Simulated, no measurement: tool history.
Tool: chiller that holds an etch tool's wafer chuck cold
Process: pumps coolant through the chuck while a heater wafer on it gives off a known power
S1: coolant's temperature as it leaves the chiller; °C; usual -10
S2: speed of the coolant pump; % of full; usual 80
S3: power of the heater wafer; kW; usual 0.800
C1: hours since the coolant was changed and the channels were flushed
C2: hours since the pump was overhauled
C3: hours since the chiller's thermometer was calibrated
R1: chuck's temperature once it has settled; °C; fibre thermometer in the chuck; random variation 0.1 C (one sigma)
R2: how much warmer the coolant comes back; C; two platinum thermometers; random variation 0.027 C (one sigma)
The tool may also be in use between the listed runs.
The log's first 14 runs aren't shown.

run 15 hour=1837.9 | S1=-10 S2=93 S3=0.800 | C1=1480 C2=3887 C3=757 | R1=-4.8 R2=1.52
run 16 hour=1944.4 | S1=-10 S2=69 S3=0.800 | C1=1587 C2=3993 C3=864 | R1=-2.9 R2=2.12
run 17 hour=2072.8 | S1=-9 S2=97 S3=0.461 | C1=1715 C2=4122 C3=992 | R1=-6.0 R2=0.87
run 18 hour=2168.8 | S1=-6 S2=80 S3=0.585 | C1=1811 C2=4218 C3=1088 | R1=-1.5 R2=1.33
run 19 hour=2276.6 | S1=-6 S2=80 S3=0.585 | C1=1919 C2=4325 C3=1196 | R1=-1.2 R2=1.37
run 20 hour=2433.2 | S1=-6 S2=74 S3=0.585 | C1=2076 C2=4482 C3=1353 | R1=-1.0 R2=1.43
run 21 hour=2614.0 | S1=-6 S2=74 S3=0.585 | C1=2257 C2=4663 C3=1533 | R1=-1.1 R2=1.47
run 22 hour=2735.0 | S1=-10 S2=88 S3=0.800 | C1=2378 C2=4784 C3=1654 | R1=-4.1 R2=1.65
run 23 hour=2888.8 | S1=-10 S2=88 S3=0.800 | C1=2531 C2=4938 C3=1808 | R1=-4.2 R2=1.64
run 24 hour=2980.9 | S1=-10 S2=88 S3=0.448 | C1=2623 C2=5030 C3=1900 | R1=-6.7 R2=0.91
run 25 hour=3105.6 | S1=-13 S2=84 S3=0.491 | C1=2748 C2=5154 C3=2025 | R1=-9.1 R2=1.09
run 26 hour=3230.0 | S1=-10 S2=80 S3=0.916 | C1=2873 C2=5279 C3=2149 | R1=-2.7 R2=2.12
run 27 hour=3352.5 | S1=-10 S2=80 S3=0.916 | C1=2995 C2=5401 C3=2272 | R1=-2.5 R2=2.15
run 28 hour=3462.9 | S1=-16 S2=80 S3=0.462 | C1=3106 C2=5512 C3=2382 | R1=-11.8 R2=1.04
run 29 hour=3607.2 | S1=-10 S2=80 S3=0.497 | C1=3250 C2=5656 C3=2527 | R1=-5.8 R2=1.11

Run 30 comes next. What will it give?
run 30 hour=3717.3 | S1=-10 S2=80 S3=0.497 | C1=3360 C2=5766 C3=2637 | R1=? R2=?

{"run 30": {"R1": -5.8, "R2": 1.14}}
Without the tool's hidden state the same run would have given R1 -6.7 °C, R2 1.05 C.
